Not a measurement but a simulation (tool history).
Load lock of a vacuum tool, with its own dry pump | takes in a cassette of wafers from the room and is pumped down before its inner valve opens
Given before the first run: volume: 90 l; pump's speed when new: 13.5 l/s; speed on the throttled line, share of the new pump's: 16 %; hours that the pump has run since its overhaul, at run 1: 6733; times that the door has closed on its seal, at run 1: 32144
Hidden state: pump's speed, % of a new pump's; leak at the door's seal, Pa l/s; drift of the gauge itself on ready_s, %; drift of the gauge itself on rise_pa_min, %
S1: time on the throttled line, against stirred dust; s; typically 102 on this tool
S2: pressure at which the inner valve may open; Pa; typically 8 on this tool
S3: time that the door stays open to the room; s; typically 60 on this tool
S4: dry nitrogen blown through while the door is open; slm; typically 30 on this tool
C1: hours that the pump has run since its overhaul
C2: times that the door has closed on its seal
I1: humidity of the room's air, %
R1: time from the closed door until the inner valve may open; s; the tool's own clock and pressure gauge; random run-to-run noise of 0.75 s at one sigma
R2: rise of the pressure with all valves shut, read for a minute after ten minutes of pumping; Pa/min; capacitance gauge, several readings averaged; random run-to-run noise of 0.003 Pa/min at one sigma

{"run": 1, "hour": 0.0, "S1": 102, "S2": 8, "S3": 60, "S4": 30, "C1": 6733, "C2": 32144, "I1": 45.4, "R1": 148.4, "R2": 0.02}
{"run": 2, "hour": 75.5, "S1": 102, "S2": 8, "S3": 60, "S4": 5, "C1": 6809, "C2": 32317, "I1": 46, "R1": 147.6, "R2": 0.04}
{"run": 3, "hour": 173.2, "S1": 102, "S2": 8, "S3": 60, "S4": 5, "C1": 6906, "C2": 32539, "I1": 45.1, "R1": 150, "R2": 0.045}
{"run": 4, "hour": 246.6, "S1": 102, "S2": 8, "S3": 60, "S4": 30, "C1": 6980, "C2": 32707, "I1": 45.7, "R1": 148.3, "R2": 0.019}
{"run": 5, "hour": 380.3, "S1": 102, "S2": 8, "S3": 60, "S4": 30, "C1": 7113, "C2": 33012, "I1": 45.2, "R1": 150.1, "R2": 0.024}
{"run": 6, "hour": 525.7, "S1": 102, "S2": 8, "S3": 60, "S4": 30, "C1": 7259, "C2": 33344, "I1": 44.5, "R1": 149.6, "R2": 0.021}
{"run": 7, "hour": 636.4, "S1": 102, "S2": 8, "S3": 60, "S4": 30, "C1": 7369, "C2": 33596, "I1": 48.1, "R1": 150, "R2": 0.019}
{"run": 8, "hour": 774.3, "S1": 102, "S2": 8, "S3": 60, "S4": 30, "C1": 7507, "C2": 33911, "I1": 44, "R1": 150.2, "R2": 0.02}
{"run": 9, "hour": 843.7, "S1": 102, "S2": 8, "S3": 38, "S4": 30, "C1": 7577, "C2": 34070, "I1": 44.6, "R1": 150.2, "R2": 0.017}
{"run": 10, "hour": 993.1, "S1": 102, "S2": 8, "S3": 38, "S4": 30, "C1": 7726, "C2": 34410, "I1": 49.7, "R1": 149.5, "R2": 0.014}
{"run": 11, "hour": 1147.3, "S1": 102, "S2": 8, "S3": 38, "S4": 30, "C1": 7880, "C2": 34762, "I1": 45.9, "R1": 150.6, "R2": 0.017}
{"run": 12, "hour": 1310.7, "S1": 102, "S2": 8, "S3": 38, "S4": 30, "C1": 8044, "C2": 35135, "I1": 45.2, "R1": 150.7, "R2": 0.017}
{"run": 13, "hour": 1447.4, "S1": 102, "S2": 16, "S3": 91, "S4": 4, "C1": 8180, "C2": 35447, "I1": 49.5, "R1": 144.1, "R2": 0.055}
{"run": 14, "hour": 1527.5, "S1": 180, "S2": 8, "S3": 60, "S4": 30, "C1": 8261, "C2": 35630, "I1": 42.8, "R1": 215.6, "R2": 0.016}
{"run": 15, "hour": 1670.2, "S1": 102, "S2": 8, "S3": 60, "S4": 6, "C1": 8403, "C2": 35956, "I1": 38.6, "R1": 150, "R2": 0.031}
{"run": 16, "hour": 1784.3, "S1": 87, "S2": 11, "S3": 114, "S4": 8, "C1": 8517, "C2": 36216, "I1": 46.6, "R1": 134.1, "R2": 0.05}
{"run": 17, "hour": 1868.1, "S1": 87, "S2": 11, "S3": 114, "S4": 8, "C1": 8601, "C2": 36407, "I1": 43.4, "R1": 134.5, "R2": 0.047}
{"run": 18, "hour": 1970.7, "S1": 102, "S2": 7, "S3": 60, "S4": 30, "C1": 8704, "C2": 36641, "I1": 41.8, "R1": 150.7, "R2": 0.016}
{"run": 19, "hour": 2070.2, "S1": 194, "S2": 8, "S3": 33, "S4": 30, "C1": 8803, "C2": 36869, "I1": 43.4, "R1": 228.3, "R2": 0.017}
{"run": 20, "hour": 2226.9, "S1": 84, "S2": 8, "S3": 33, "S4": 20, "C1": 8960, "C2": 37226, "I1": 45.1, "R1": 134.8, "R2": 0.023}
{"run": 21, "hour": 2391.8, "S1": 84, "S2": 8, "S3": 210, "S4": 6, "C1": 9125, "C2": 37602, "I1": 44.1, "R1": 135.4, "R2": 0.056}

Predict each of these 3 candidate next runs independently; none follows another, all start after run 21:
{"run": "A", "hour": 2503.6, "S1": 87, "S2": 8, "S3": 210, "S4": 9, "C1": 9237, "C2": 37857, "I1": 47, "R1": "?", "R2": "?"}
{"run": "B", "hour": 2503.6, "S1": 161, "S2": 14, "S3": 210, "S4": 6, "C1": 9237, "C2": 37857, "I1": 46.7, "R1": "?", "R2": "?"}
{"run": "C", "hour": 2503.6, "S1": 169, "S2": 7, "S3": 210, "S4": 6, "C1": 9237, "C2": 37857, "I1": 44.3, "R1": "?", "R2": "?"}

run=A R1=137 R2=0.052
run=B R1=197.2 R2=0.058
run=C R1=207.5 R2=0.057
Stripped of hidden state, with their random variation kept, the same runs would have yielded:
run=A R1=137 R2=0.05
run=B R1=197.1 R2=0.056
run=C R1=207.5 R2=0.056
